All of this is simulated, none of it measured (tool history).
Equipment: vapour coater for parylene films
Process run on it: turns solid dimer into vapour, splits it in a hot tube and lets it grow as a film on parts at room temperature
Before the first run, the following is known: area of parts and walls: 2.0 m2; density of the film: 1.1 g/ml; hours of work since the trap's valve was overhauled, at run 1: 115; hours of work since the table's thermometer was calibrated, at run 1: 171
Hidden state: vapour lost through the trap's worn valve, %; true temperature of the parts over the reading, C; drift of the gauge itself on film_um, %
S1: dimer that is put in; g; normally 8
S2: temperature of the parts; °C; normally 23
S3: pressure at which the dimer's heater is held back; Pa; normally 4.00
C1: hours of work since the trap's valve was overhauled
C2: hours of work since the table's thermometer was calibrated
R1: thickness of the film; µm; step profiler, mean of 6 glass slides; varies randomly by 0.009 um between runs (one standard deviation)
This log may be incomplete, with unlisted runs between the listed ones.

run    hour  S1  S2    S3   C1    C2     R1
  1     0.0   8  23  4.00  115   171  1.976
  2    82.1   8  23  8.88  173   229  1.646
  3   134.9   8  23  8.88  210   266  1.638
  4   214.0   8  23  8.88  266   322  1.660
  5   254.1   8  23  4.00  295   351  1.979
      277.4  -- trap's valve overhauled
  6   311.8   8  23  4.00   24   389  1.981
  7   349.7   8  23  2.23   51   415  2.282
  8   433.0   8  23  4.00  110   474  1.997
  9   479.2   8  23  4.00  143   507  1.997
 10   543.2   8  23  5.91  188   552  1.820
 11   628.5   8  23  5.91  248   612  1.831
      719.1  -- trap's valve overhauled
 12   719.1   8  23  5.91    0   674  1.828
 13   764.6   8  23  5.91   32   706  1.832
 14   806.6   8  23  4.00   62   735  1.996
 15   886.9   8  23  4.00  119   792  1.990
 16   936.6   8  23  4.00  154   827  2.002
 17  1001.6   3  25  6.09  200   873  0.622
 18  1039.2   8  21  2.17  226   900  2.547
 19  1083.4   8  21  2.17  257   931  2.555
 20  1122.2   8  17  9.75  285   958  2.181
     1161.8  -- trap's valve overhauled
 21  1175.4   8  17  9.75   10   993  2.185
 22  1241.1   8  16  9.75   56  1040  2.274
 23  1327.7   3  20  2.42  117  1101  0.994
 24  1384.3   8  33  2.87  157  1141  1.352
 25  1430.9   5  33  6.89  190  1174  0.694
 26  1507.9   5  33  6.89  245  1228  0.695
 27  1546.2   5  33  6.89  272  1255  0.681
     1603.6  -- trap's valve overhauled
 28  1623.1   5  33  6.89   14  1307  0.697
 29  1708.5   5  33  6.89   74  1367  0.701
 30  1771.6   4  34  4.10  119  1412  0.595
 31  1814.3   7  18  4.10  149  1442  2.247
 32  1856.2   4  32  2.45  178  1471  0.746

Alternative continuations, all from the tool just after run 32; predict every row:
     1906.8  -- gauge calibrated
  A  1936.9   3  20  7.60  236  1529   ?
     1906.8  -- gauge calibrated
  B  1936.9   7  19  6.42  236  1529   ?
     1906.8  -- gauge calibrated
  C  1936.9   4  32  4.34  236  1529   ?
     1906.8  -- gauge calibrated
  D  1936.9   4  32  3.80  236  1529   ?
     1906.8  -- gauge calibrated
  E  1936.9   4  20  5.05  236  1529   ?

run     R1
  A  0.739
  B  1.897
  C  0.610
  D  0.648
  E  1.093
What these runs would have given with no unlogged condition in the tool:
run     R1
  A  0.739
  B  1.897
  C  0.610
  D  0.648
  E  1.094
